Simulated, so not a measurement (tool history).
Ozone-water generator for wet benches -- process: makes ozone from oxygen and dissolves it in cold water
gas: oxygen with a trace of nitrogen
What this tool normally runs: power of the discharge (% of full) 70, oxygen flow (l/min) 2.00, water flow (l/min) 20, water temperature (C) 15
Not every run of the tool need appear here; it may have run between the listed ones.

run,hour,power of the discharge (% of full),oxygen flow (l/min),water flow (l/min),water temperature (C),dissolved ozone (ppm),ozone in the gas ahead of the water (g/m3)
1,0.0,70,2.00,20,15,13.6,215.6
2,44.0,70,2.00,20,8,13.9,213.5
3,117.5,70,2.00,20,15,13.6,213.4
4,202.0,70,2.00,20,15,13.2,212.6
5,249.1,70,2.00,20,15,13.4,211.7
6,323.6,76,2.00,20,15,14.0,223.2
7,383.8,70,2.09,20,15,13.3,208.6
8,464.8,70,2.00,26,15,10.3,210.9
9,509.5,70,2.00,14,15,18.3,210.4
10,588.5,70,2.00,14,15,18.3,209.1
11,644.9,70,2.19,20,15,13.3,198.3
12,688.5,70,2.26,20,15,13.4,196.4
13,734.6,70,2.26,20,15,13.4,195.8
14,821.4,70,2.26,20,15,13.4,193.3
15,881.4,70,2.00,20,15,13.0,210.0
16,932.7,70,2.00,20,15,13.0,207.8
17,973.4,70,2.00,20,15,13.0,208.9
18,1040.3,70,1.32,23,10,10.7,264.4
19,1111.0,70,2.00,24,8,11.2,209.7
20,1173.8,70,2.82,14,17,18.0,167.6
21,1257.4,70,2.82,14,17,17.8,169.7
22,1327.4,70,1.16,20,15,11.6,285.6
23,1373.9,70,1.16,20,15,11.4,287.2
24,1416.5,60,1.16,20,21,9.8,260.4
25,1464.8,66,2.00,13,15,18.5,199.9
26,1538.6,70,1.35,20,15,11.8,260.1
27,1594.6,70,1.69,31,15,7.8,227.6
28,1659.6,70,1.23,31,15,7.0,273.8
29,1699.2,65,1.54,20,15,11.3,227.1
30,1784.5,70,2.27,20,10,13.1,188.6
31,1821.6,41,2.27,20,10,9.7,134.9
32,1875.0,41,2.27,20,10,9.3,133.6

Each row is a separate what-if for the run after 32, all from the same tool condition, not one after another. Results?
A,1921.0,41,1.96,20,9,?,?
B,1921.0,64,2.06,20,15,?,?
C,1921.0,41,2.27,20,8,?,?

run,dissolved ozone (ppm),ozone in the gas ahead of the water (g/m3)
A,9.3,147.7
B,11.9,187.8
C,9.3,133.3
Take away the tool's hidden state, keep each run's random variation, and the runs would have read:
run,dissolved ozone (ppm),ozone in the gas ahead of the water (g/m3)
A,10.3,153.2
B,13.5,198.2
C,10.4,138.4

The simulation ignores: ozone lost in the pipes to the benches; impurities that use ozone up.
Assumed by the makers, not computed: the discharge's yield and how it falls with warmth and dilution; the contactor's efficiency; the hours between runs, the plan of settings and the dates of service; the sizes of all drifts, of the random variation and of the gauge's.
